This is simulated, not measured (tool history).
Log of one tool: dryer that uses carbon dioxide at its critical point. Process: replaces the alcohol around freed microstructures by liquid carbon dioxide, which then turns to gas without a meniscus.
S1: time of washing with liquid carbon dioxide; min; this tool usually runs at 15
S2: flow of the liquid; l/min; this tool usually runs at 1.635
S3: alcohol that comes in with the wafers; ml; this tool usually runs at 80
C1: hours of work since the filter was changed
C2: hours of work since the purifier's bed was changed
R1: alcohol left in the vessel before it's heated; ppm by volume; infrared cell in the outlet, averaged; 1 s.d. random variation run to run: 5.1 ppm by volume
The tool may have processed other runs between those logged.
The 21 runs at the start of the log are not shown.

run,day,S1,S2,S3,C1,C2,R1
22,6.842,22,1.41,80,259,219,82
23,7.138,11,2.35,82,262,222,141
24,7.392,24,1.32,82,265,224,88
25,7.892,24,1.32,82,270,230,80
26,8.262,24,2.27,82,274,233,55
27,8.679,24,2.27,82,278,238,62
28,8.925,21,1.61,28,281,240,58
29,9.283,18,1.42,32,285,244,93
30,9.717,18,1.42,32,289,248,97
31,10.025,18,1.42,32,292,252,99
32,10.267,13,1.43,117,295,254,613
33,10.721,15,1.17,92,299,259,626
34,10.975,11,1.635,29,302,261,226
35,11.225,23,1.635,85,305,264,76
36,11.658,21,1.635,108,309,268,83

Consider 3 possible next runs. They are alternatives, not a sequence: every one starts from the tool as it was left by run 36. What does each give?
A,12.038,15,1.635,88,313,272,?
B,12.038,10,1.635,47,313,272,?
C,12.038,21,1.16,85,313,272,?

run,R1
A,183
B,437
C,198
Stripped of hidden state, with their random variation kept, the same runs would have yielded:
run,R1
A,79
B,288
C,91
